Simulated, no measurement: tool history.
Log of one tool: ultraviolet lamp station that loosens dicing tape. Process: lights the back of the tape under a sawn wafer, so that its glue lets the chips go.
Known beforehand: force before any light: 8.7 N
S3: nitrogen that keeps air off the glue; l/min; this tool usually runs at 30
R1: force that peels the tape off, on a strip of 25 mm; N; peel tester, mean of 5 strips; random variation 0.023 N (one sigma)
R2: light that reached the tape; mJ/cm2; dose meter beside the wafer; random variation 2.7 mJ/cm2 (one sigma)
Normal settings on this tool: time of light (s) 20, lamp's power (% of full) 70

run 1 hour=0.0 | time_of_light_(s)=20 lamp's_power_(%_of_full)=70 S3=30 | R1=1.612 R2=287
run 2 hour=32.7 | time_of_light_(s)=20 lamp's_power_(%_of_full)=70 S3=29 | R1=1.712 R2=288
run 3 hour=55.6 | time_of_light_(s)=28 lamp's_power_(%_of_full)=70 S3=30 | R1=0.969 R2=398
run 4 hour=79.6 | time_of_light_(s)=10 lamp's_power_(%_of_full)=70 S3=30 | R1=3.859 R2=140
run 5 hour=94.6 | time_of_light_(s)=20 lamp's_power_(%_of_full)=70 S3=15 | R1=2.243 R2=278
run 6 hour=122.1 | time_of_light_(s)=20 lamp's_power_(%_of_full)=70 S3=15 | R1=2.209 R2=277
-- hour=124.9 window cleaned of glue's vapour
run 7 hour=145.8 | time_of_light_(s)=20 lamp's_power_(%_of_full)=70 S3=28 | R1=1.574 R2=302
run 8 hour=179.5 | time_of_light_(s)=20 lamp's_power_(%_of_full)=70 S3=28 | R1=1.576 R2=295
run 9 hour=204.7 | time_of_light_(s)=20 lamp's_power_(%_of_full)=70 S3=28 | R1=1.606 R2=290
run 10 hour=228.3 | time_of_light_(s)=20 lamp's_power_(%_of_full)=70 S3=28 | R1=1.627 R2=290
run 11 hour=242.8 | time_of_light_(s)=20 lamp's_power_(%_of_full)=70 S3=44 | R1=1.455 R2=290
run 12 hour=276.0 | time_of_light_(s)=36 lamp's_power_(%_of_full)=70 S3=30 | R1=0.517 R2=512
run 13 hour=307.8 | time_of_light_(s)=36 lamp's_power_(%_of_full)=70 S3=30 | R1=0.522 R2=506
run 14 hour=330.2 | time_of_light_(s)=36 lamp's_power_(%_of_full)=70 S3=30 | R1=0.544 R2=507
run 15 hour=354.5 | time_of_light_(s)=25 lamp's_power_(%_of_full)=85 S3=13 | R1=1.284 R2=420
run 16 hour=384.4 | time_of_light_(s)=25 lamp's_power_(%_of_full)=60 S3=13 | R1=2.210 R2=296
run 17 hour=403.2 | time_of_light_(s)=25 lamp's_power_(%_of_full)=60 S3=13 | R1=2.333 R2=296
run 18 hour=430.0 | time_of_light_(s)=14 lamp's_power_(%_of_full)=72 S3=56 | R1=2.463 R2=198
run 19 hour=447.7 | time_of_light_(s)=12 lamp's_power_(%_of_full)=65 S3=13 | R1=4.239 R2=148
run 20 hour=470.9 | time_of_light_(s)=12 lamp's_power_(%_of_full)=65 S3=13 | R1=4.213 R2=148
run 21 hour=503.2 | time_of_light_(s)=11 lamp's_power_(%_of_full)=96 S3=26 | R1=2.916 R2=198
run 22 hour=517.8 | time_of_light_(s)=32 lamp's_power_(%_of_full)=96 S3=52 | R1=0.324 R2=571
run 23 hour=537.3 | time_of_light_(s)=11 lamp's_power_(%_of_full)=70 S3=22 | R1=4.137 R2=143

Consider 5 possible next runs. They are alternatives, not a sequence: every one starts from the tool as it was left by run 23. What does each give?
run A hour=551.9 | time_of_light_(s)=17 lamp's_power_(%_of_full)=70 S3=30 | R1=? R2=?
run B hour=551.9 | time_of_light_(s)=18 lamp's_power_(%_of_full)=66 S3=50 | R1=? R2=?
run C hour=551.9 | time_of_light_(s)=20 lamp's_power_(%_of_full)=79 S3=30 | R1=? R2=?
run D hour=551.9 | time_of_light_(s)=30 lamp's_power_(%_of_full)=64 S3=30 | R1=? R2=?
run E hour=551.9 | time_of_light_(s)=13 lamp's_power_(%_of_full)=70 S3=10 | R1=? R2=?

run=A R1=2.402 R2=217
run=B R1=2.096 R2=218
run=C R1=1.708 R2=290
run=D R1=1.139 R2=350
run=E R1=4.284 R2=167
Without the tool's hidden state the same runs would have given:
run=A R1=1.461 R2=307
run=B R1=1.217 R2=307
run=C R1=0.910 R2=410
run=D R1=0.555 R2=494
run=E R1=3.194 R2=236

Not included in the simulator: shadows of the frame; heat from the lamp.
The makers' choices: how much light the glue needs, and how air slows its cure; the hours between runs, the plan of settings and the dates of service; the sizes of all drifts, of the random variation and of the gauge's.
